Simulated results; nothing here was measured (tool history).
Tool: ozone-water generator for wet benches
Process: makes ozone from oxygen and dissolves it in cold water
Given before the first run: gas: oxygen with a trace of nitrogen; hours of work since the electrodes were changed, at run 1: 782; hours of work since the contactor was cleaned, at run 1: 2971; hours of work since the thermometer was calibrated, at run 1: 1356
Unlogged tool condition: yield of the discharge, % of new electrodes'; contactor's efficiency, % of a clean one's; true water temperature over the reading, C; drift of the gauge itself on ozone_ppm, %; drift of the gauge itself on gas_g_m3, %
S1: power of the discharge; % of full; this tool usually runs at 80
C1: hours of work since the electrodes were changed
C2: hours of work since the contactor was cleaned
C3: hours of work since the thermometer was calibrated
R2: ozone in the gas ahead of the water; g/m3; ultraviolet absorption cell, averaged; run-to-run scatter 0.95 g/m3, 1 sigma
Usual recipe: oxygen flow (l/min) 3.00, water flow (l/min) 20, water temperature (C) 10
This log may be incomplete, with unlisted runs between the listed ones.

Run 1, day 0.000: usual settings; C1 782; C2 2971; C3 1356. Result: dissolved ozone (ppm) 10.6, R2 162.1 g/m3.
Run 2, day 1.167: usual settings but oxygen flow (l/min) 2.77; C1 802; C2 2991; C3 1376. Result: dissolved ozone (ppm) 10.3, R2 168.1 g/m3.
Run 3, day 2.104: usual settings but oxygen flow (l/min) 2.77; C1 818; C2 3007; C3 1392. Result: dissolved ozone (ppm) 10.6, R2 168.7 g/m3.
Run 4, day 3.158: usual settings but oxygen flow (l/min) 2.77; C1 836; C2 3024; C3 1410. Result: dissolved ozone (ppm) 10.3, R2 168.3 g/m3.
Run 5, day 4.262: usual settings but oxygen flow (l/min) 2.77; C1 854; C2 3043; C3 1429. Result: dissolved ozone (ppm) 10.4, R2 170.0 g/m3.
Run 6, day 5.554: usual settings but oxygen flow (l/min) 2.77; C1 876; C2 3065; C3 1451. Result: dissolved ozone (ppm) 10.4, R2 169.5 g/m3.
Run 7, day 7.196: usual settings but water temperature (C) 13; C1 904; C2 3093; C3 1478. Result: dissolved ozone (ppm) 10.2, R2 163.1 g/m3.
Run 8, day 8.433: usual settings but S1 41 % of full, water temperature (C) 13; C1 925; C2 3114; C3 1499. Result: dissolved ozone (ppm) 5.8, R2 90.5 g/m3.
Run 9, day 9.896: usual settings but S1 41 % of full, water temperature (C) 13; C1 950; C2 3139; C3 1524. Result: dissolved ozone (ppm) 6.0, R2 91.3 g/m3.
Run 10, day 11.146: usual settings but S1 41 % of full, water temperature (C) 13; C1 971; C2 3160; C3 1545. Result: dissolved ozone (ppm) 5.9, R2 92.4 g/m3.
Run 11, day 12.446: usual settings but S1 46 % of full, water temperature (C) 13; C1 993; C2 3182; C3 1567. Result: dissolved ozone (ppm) 6.3, R2 100.3 g/m3.
Run 12, day 13.933: usual settings but S1 46 % of full, water temperature (C) 13; C1 1018; C2 3207; C3 1593. Result: dissolved ozone (ppm) 6.3, R2 101.7 g/m3.
Run 13, day 14.946: usual settings but S1 46 % of full, water temperature (C) 13; C1 1036; C2 3224; C3 1610. Result: dissolved ozone (ppm) 6.6, R2 102.4 g/m3.
Run 14, day 15.738: usual settings but S1 46 % of full, water temperature (C) 13; C1 1049; C2 3238; C3 1623. Result: dissolved ozone (ppm) 6.6, R2 100.7 g/m3.
Run 15, day 16.967: usual settings; C1 1070; C2 3259; C3 1644. Result: dissolved ozone (ppm) 10.5, R2 164.6 g/m3.
Run 16, day 18.308: usual settings; C1 1093; C2 3281; C3 1667. Result: dissolved ozone (ppm) 10.7, R2 163.4 g/m3.
Run 17, day 19.767: usual settings; C1 1117; C2 3306; C3 1692. Result: dissolved ozone (ppm) 10.5, R2 164.7 g/m3.
Run 18, day 21.017: usual settings but oxygen flow (l/min) 3.68, water temperature (C) 17; C1 1138; C2 3327; C3 1713. Result: dissolved ozone (ppm) 10.4, R2 147.7 g/m3.
Run 19, day 22.458: usual settings but oxygen flow (l/min) 3.68, water temperature (C) 17; C1 1163; C2 3352; C3 1737. Result: dissolved ozone (ppm) 10.3, R2 149.4 g/m3.
Run 20, day 23.275: usual settings but oxygen flow (l/min) 4.04, water flow (l/min) 17, water temperature (C) 13; C1 1177; C2 3366; C3 1751. Result: dissolved ozone (ppm) 13.2, R2 143.0 g/m3.
Run 21, day 24.671: usual settings but S1 83 % of full, oxygen flow (l/min) 4.04, water flow (l/min) 18, water temperature (C) 7; C1 1201; C2 3389; C3 1775. Result: dissolved ozone (ppm) 13.8, R2 149.8 g/m3.
Run 22, day 25.662: usual settings but S1 83 % of full, oxygen flow (l/min) 4.04, water flow (l/min) 18, water temperature (C) 7; C1 1217; C2 3406; C3 1792. Result: dissolved ozone (ppm) 13.7, R2 149.4 g/m3.
Run 23, day 26.371: usual settings but S1 83 % of full, oxygen flow (l/min) 4.04, water flow (l/min) 18, water temperature (C) 7; C1 1229; C2 3418; C3 1804. Result: dissolved ozone (ppm) 13.6, R2 149.8 g/m3.
Run 24, day 27.325: usual settings but S1 83 % of full, oxygen flow (l/min) 4.04, water flow (l/min) 18, water temperature (C) 7; C1 1246; C2 3434; C3 1820. Result: dissolved ozone (ppm) 13.7, R2 147.9 g/m3.
Run 25, day 28.450: usual settings but S1 83 % of full, oxygen flow (l/min) 2.29, water flow (l/min) 14, water temperature (C) 7; C1 1265; C2 3453; C3 1839. Result: dissolved ozone (ppm) 16.1, R2 193.2 g/m3.
Run 26, day 29.512: usual settings but S1 83 % of full, oxygen flow (l/min) 3.79, water flow (l/min) 14, water temperature (C) 7; C1 1283; C2 3471; C3 1857. Result: dissolved ozone (ppm) 17.6, R2 153.5 g/m3.
Run 27, day 30.696: usual settings but S1 51 % of full, oxygen flow (l/min) 3.84, water flow (l/min) 26; C1 1303; C2 3491; C3 1877. Result: dissolved ozone (ppm) 5.5, R2 100.1 g/m3.
Run 28, day 31.538: usual settings but S1 47 % of full, oxygen flow (l/min) 2.05, water temperature (C) 16; C1 1317; C2 3506; C3 1891. Result: dissolved ozone (ppm) 5.6, R2 125.1 g/m3.
Run 29, day 32.538: usual settings but S1 75 % of full, oxygen flow (l/min) 4.42, water flow (l/min) 12, water temperature (C) 15; C1 1334; C2 3523; C3 1908. Result: dissolved ozone (ppm) 16.9, R2 130.3 g/m3.
At day 34.150: gauge calibrated.
Run 30, day 34.162: usual settings but S1 75 % of full, oxygen flow (l/min) 4.42, water flow (l/min) 12, water temperature (C) 15; C1 1361; C2 3550; C3 1936. Result: dissolved ozone (ppm) 17.3, R2 125.3 g/m3.
Run 31, day 35.512: usual settings but S1 75 % of full, oxygen flow (l/min) 4.42, water flow (l/min) 12, water temperature (C) 15; C1 1384; C2 3573; C3 1959. Result: dissolved ozone (ppm) 16.9, R2 128.1 g/m3.
Run 32, day 36.525: usual settings but S1 75 % of full, oxygen flow (l/min) 4.42, water flow (l/min) 12, water temperature (C) 15; C1 1402; C2 3590; C3 1976. Result: dissolved ozone (ppm) 17.1, R2 126.7 g/m3.
Run 33, day 37.454: usual settings but S1 75 % of full, oxygen flow (l/min) 4.42, water flow (l/min) 12, water temperature (C) 15; C1 1417; C2 3606; C3 1992. Result: dissolved ozone (ppm) 17.1, R2 127.9 g/m3.

For some of the steps in R2 from one run to the next: how much would appear even if the tool had no hidden state, given the settings, what came in and random variation, and how much remains for the hidden state plus any gauge scatter that the measured result and the result without hidden state don't share?
Run 7 -> 8: S1 80 -> 41. R2 -72.6 g/m3: hidden state -0.3, all else -72.3.
Run 14 -> 15: S1 46 -> 80, water temperature (C) 13 -> 10. R2 +63.9 g/m3: hidden state +0.9, all else +63.0.
Run 24 -> 25: oxygen flow (l/min) 4.04 -> 2.29, water flow (l/min) 18 -> 14. R2 +45.3 g/m3: hidden state +1.2, all else +44.1.
Run 26 -> 27: S1 83 -> 51, oxygen flow (l/min) 3.79 -> 3.84, water flow (l/min) 14 -> 26, water temperature (C) 7 -> 10. R2 -53.4 g/m3: hidden state -1.2, all else -52.2.
Run 29 -> 30: gauge calibrated. R2 -5.0 g/m3: hidden state -3.6, all else -1.4.
